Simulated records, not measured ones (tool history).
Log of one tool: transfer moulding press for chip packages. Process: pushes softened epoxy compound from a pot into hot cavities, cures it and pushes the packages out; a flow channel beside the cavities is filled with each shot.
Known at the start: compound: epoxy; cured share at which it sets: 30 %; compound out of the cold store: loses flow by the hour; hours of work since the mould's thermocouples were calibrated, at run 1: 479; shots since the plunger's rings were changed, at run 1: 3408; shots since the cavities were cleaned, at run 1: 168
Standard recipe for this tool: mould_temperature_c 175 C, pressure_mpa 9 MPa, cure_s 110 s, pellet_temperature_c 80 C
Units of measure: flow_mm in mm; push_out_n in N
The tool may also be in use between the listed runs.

run	hour	mould_temperature_c	pressure_mpa	cure_s	pellet_temperature_c	hours of work since the mould's thermocouples were calibrated	shots since the plunger's rings were changed	shots since the cavities were cleaned	incoming compound's hours out of the cold store	flow_mm	push_out_n
1	0	175	9	110	80	479	3408	168	34.3	802	537
# hour 8.8: plunger's sealing rings changed
2	26.3	175	9	110	80	493	169	398	17.5	887	628
3	43	175	9	110	77	502	332	561	32.4	830	641
4	71.1	175	9	110	77	518	603	832	37	813	666
5	92.8	175	9	110	77	531	814	1043	39.4	799	754
# hour 99.3: cavities cleaned with cleaning compound and waxed
6	105.8	175	9	110	77	538	925	63	21.6	872	532
7	128.9	175	9	110	77	551	1149	287	27.6	840	604
8	149.8	175	9	99	80	563	1351	489	27.8	842	766
9	162.6	175	9	99	80	570	1475	613	34.9	809	772
# hour 170.3: mould's thermocouples calibrated
10	186	175	9	99	80	9	1683	821	28.7	834	797
11	197.9	175	9	110	80	16	1798	936	28.3	835	679
# hour 214.9: cavities cleaned with cleaning compound and waxed
12	224.6	175	9	110	80	30	2042	94	27.6	836	511
13	242.2	175	9	110	80	41	2212	264	43.5	772	565
14	267.7	175	9	110	80	55	2459	511	28.5	825	626
15	295.9	175	9	110	80	72	2732	784	45.5	764	660
16	321.6	175	9	110	80	87	2981	1033	8.4	915	695
# hour 329.6: cavities cleaned with cleaning compound and waxed
17	345	175	9	110	80	99	3193	149	28.7	819	551
18	366	175	6.94	110	80	111	3396	352	9	791	615
# hour 376.3: plunger's sealing rings changed
19	387.9	182	9	110	80	122	112	540	14	885	557
20	400.5	179	9.71	122	73	130	235	663	22.7	888	583
21	423.9	175	6.94	115	80	143	461	889	40.8	698	668
22	440.2	175	6.94	115	80	153	619	1047	19.9	772	665
# hour 447.4: cavities cleaned with cleaning compound and waxed
23	467.2	175	6.94	115	80	167	865	191	40.1	705	544
24	493.6	169	6.94	91	80	183	1121	447	11.7	825	1389
25	516.2	177	10.71	91	80	196	1341	667	42.6	847	794
26	537.7	177	10.71	91	80	208	1548	874	10.2	985	902
27	554.3	168	7.24	110	84	218	1709	1035	12.7	830	1080
# hour 561.3: cavities cleaned with cleaning compound and waxed
28	583.4	168	7.24	110	84	234	1976	214	30	768	789
29	601.1	168	7.24	110	84	244	2148	386	44.8	716	854

3 options for the next run, each taken on its own from the tool as it stands now. Forecast them:
A	624.8	177	9	110	80	258	2378	616	24.9	?	?
B	624.8	168	10.7	110	84	258	2378	616	38.1	?	?
C	624.8	175	10.75	110	71	258	2378	616	45.9	?	?

run	flow_mm	push_out_n
A	840	626
B	893	894
C	839	678
Had the tool no hidden state, the same runs would have come out as:
run	flow_mm	push_out_n
A	853	465
B	907	646
C	852	501
